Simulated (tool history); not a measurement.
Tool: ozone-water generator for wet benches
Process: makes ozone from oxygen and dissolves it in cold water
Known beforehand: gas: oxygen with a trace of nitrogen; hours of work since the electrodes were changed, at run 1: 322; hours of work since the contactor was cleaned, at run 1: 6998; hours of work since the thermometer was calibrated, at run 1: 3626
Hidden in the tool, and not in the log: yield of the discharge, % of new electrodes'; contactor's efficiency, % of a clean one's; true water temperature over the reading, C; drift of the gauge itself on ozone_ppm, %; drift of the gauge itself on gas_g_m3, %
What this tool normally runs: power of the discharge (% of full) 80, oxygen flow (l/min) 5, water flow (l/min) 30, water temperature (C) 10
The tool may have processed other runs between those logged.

| run | day | power of the discharge (% of full) | oxygen flow (l/min) | water flow (l/min) | water temperature (C) | hours of work since the electrodes were changed | hours of work since the contactor was cleaned | hours of work since the thermometer was calibrated | dissolved ozone (ppm) | ozone in the gas ahead of the water (g/m3) |
|---|---|---|---|---|---|---|---|---|---|---|
| 1 | 0 | 80 | 5 | 30 | 10 | 322 | 6998 | 3626 | 27.1 | 288.9 |
| 2 | 1.454 | 97 | 5 | 30 | 10 | 351 | 7027 | 3655 | 31.1 | 330.1 |
| 3 | 3.433 | 97 | 5 | 30 | 10 | 391 | 7067 | 3695 | 30.6 | 331.1 |
| 4 | 5.242 | 97 | 5 | 30 | 10 | 428 | 7104 | 3732 | 31 | 334.2 |
| 5 | 7.446 | 97 | 5 | 30 | 10 | 473 | 7148 | 3777 | 30.7 | 331.2 |
| 6 | 9.742 | 97 | 5 | 30 | 10 | 519 | 7195 | 3823 | 31 | 330.1 |
| 7 | 10.942 | 97 | 5 | 30 | 10 | 543 | 7219 | 3848 | 31 | 330.4 |
| 8 | 12.304 | 97 | 5 | 30 | 10 | 571 | 7247 | 3875 | 30.6 | 329 |
| 9 | 14.608 | 97 | 5 | 30 | 10 | 618 | 7294 | 3922 | 30.7 | 329.2 |
| 10 | 17.1 | 97 | 5 | 30 | 10 | 668 | 7344 | 3972 | 31.1 | 329.5 |
| 11 | 19.492 | 80 | 5 | 30 | 7 | 717 | 7392 | 4021 | 27.8 | 288.2 |
| 12 | 21.946 | 80 | 5 | 30 | 7 | 766 | 7442 | 4071 | 27.4 | 286 |
| 13 | 23.721 | 80 | 5 | 26 | 10 | 802 | 7478 | 4107 | 30.8 | 286.2 |
| 14 | 24.85 | 80 | 3.42 | 21 | 10 | 825 | 7501 | 4129 | 34.1 | 346.6 |
| 15 | 26.633 | 61 | 8.61 | 44 | 13 | 861 | 7537 | 4166 | 16.7 | 179.7 |
| 16 | 28.029 | 50 | 8.61 | 44 | 13 | 890 | 7565 | 4194 | 14.4 | 156.8 |
| 17 | 30.071 | 80 | 5 | 30 | 8 | 931 | 7607 | 4235 | 27 | 285.2 |
| 18 | 31.7 | 82 | 3.26 | 34 | 10 | 964 | 7640 | 4268 | 21.3 | 360.3 |
| 19 | 33.583 | 82 | 3.26 | 34 | 10 | 1002 | 7678 | 4306 | 21.3 | 359.6 |
| 20 | 35.025 | 58 | 3.26 | 48 | 10 | 1031 | 7707 | 4336 | 11.4 | 283.4 |
| 21 | 36.575 | 50 | 3.43 | 25 | 10 | 1063 | 7739 | 4367 | 20.7 | 245.8 |
| 22 | 39 | 80 | 5 | 19 | 10 | 1112 | 7788 | 4416 | 39.6 | 286.9 |
| 23 | 41.067 | 80 | 5 | 46 | 16 | 1154 | 7830 | 4458 | 16.7 | 287 |

What if the next run were any one of these 4? Each begins from the tool's condition after run 23:
| A | 42.833 | 49 | 3.27 | 46 | 6 | 1190 | 7865 | 4494 | ? | ? |
| B | 42.833 | 75 | 5 | 30 | 10 | 1190 | 7865 | 4494 | ? | ? |
| C | 42.833 | 66 | 5 | 25 | 12 | 1190 | 7865 | 4494 | ? | ? |
| D | 42.833 | 45 | 5.43 | 30 | 10 | 1190 | 7865 | 4494 | ? | ? |

| run | dissolved ozone (ppm) | ozone in the gas ahead of the water (g/m3) |
|---|---|---|
| A | 10.8 | 248.8 |
| B | 25.1 | 270.5 |
| C | 26.5 | 248.4 |
| D | 18 | 180.2 |
Without the tool's hidden state the same runs would have given:
| run | dissolved ozone (ppm) | ozone in the gas ahead of the water (g/m3) |
|---|---|---|
| A | 11.7 | 251.9 |
| B | 27.2 | 275.4 |
| C | 28.4 | 252.5 |
| D | 19.4 | 182.4 |
